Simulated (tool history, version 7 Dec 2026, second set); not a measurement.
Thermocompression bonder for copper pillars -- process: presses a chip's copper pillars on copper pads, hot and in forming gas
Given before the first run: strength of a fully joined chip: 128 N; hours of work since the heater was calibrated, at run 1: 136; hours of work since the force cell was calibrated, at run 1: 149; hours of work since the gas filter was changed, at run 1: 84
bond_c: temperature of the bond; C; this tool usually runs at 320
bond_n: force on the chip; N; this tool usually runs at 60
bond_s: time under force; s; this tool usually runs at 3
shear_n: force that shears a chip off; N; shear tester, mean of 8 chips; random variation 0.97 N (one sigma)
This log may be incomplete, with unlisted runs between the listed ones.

| run | hour | bond_c | bond_n | bond_s | hours of work since the heater was calibrated | hours of work since the force cell was calibrated | hours of work since the gas filter was changed | shear_n |
|---|---|---|---|---|---|---|---|---|
| 1 | 0.0 | 320 | 60 | 3 | 136 | 149 | 84 | 80.6 |
| 2 | 5.3 | 320 | 60 | 2 | 138 | 151 | 86 | 69.5 |
| 3 | 13.0 | 320 | 60 | 2 | 142 | 155 | 90 | 70.0 |
| 4 | 18.9 | 320 | 60 | 2 | 144 | 158 | 92 | 69.6 |
| 5 | 27.6 | 320 | 64 | 3 | 149 | 162 | 97 | 81.7 |
| 6 | 33.4 | 320 | 60 | 5 | 151 | 164 | 99 | 88.9 |
| 7 | 40.5 | 320 | 60 | 5 | 155 | 168 | 103 | 90.4 |
|  | 42.6 | force cell calibrated |
| 8 | 48.7 | 320 | 60 | 5 | 158 | 3 | 106 | 90.5 |
| 9 | 53.4 | 320 | 60 | 5 | 160 | 5 | 108 | 90.4 |
| 10 | 57.2 | 320 | 60 | 5 | 162 | 7 | 110 | 91.6 |
| 11 | 62.1 | 344 | 71 | 2 | 164 | 9 | 112 | 87.5 |
| 12 | 67.2 | 325 | 71 | 2 | 166 | 12 | 114 | 77.6 |
| 13 | 75.2 | 320 | 60 | 3 | 170 | 15 | 118 | 80.3 |
| 14 | 80.8 | 301 | 78 | 2 | 173 | 18 | 121 | 66.9 |
|  | 85.2 | force cell calibrated, once more |
| 15 | 88.7 | 301 | 78 | 2 | 176 | 2 | 124 | 67.9 |
| 16 | 93.5 | 301 | 78 | 3 | 178 | 4 | 126 | 76.6 |
| 17 | 97.6 | 314 | 66 | 4 | 180 | 6 | 128 | 83.4 |

Below are 4 alternative next runs, each starting from the tool's condition after run 17. Predict each:
| A | 103.3 | 320 | 71 | 3 | 183 | 8 | 131 | ? |
| B | 103.3 | 303 | 44 | 3 | 183 | 8 | 131 | ? |
| C | 103.3 | 322 | 40 | 8 | 183 | 8 | 131 | ? |
| D | 103.3 | 303 | 66 | 2 | 183 | 8 | 131 | ? |

| run | shear_n |
|---|---|
| A | 85.9 |
| B | 57.7 |
| C | 86.2 |
| D | 62.8 |
Without the tool's unlogged condition, the same runs would have read:
| run | shear_n |
|---|---|
| A | 90.5 |
| B | 61.3 |
| C | 90.9 |
| D | 66.8 |
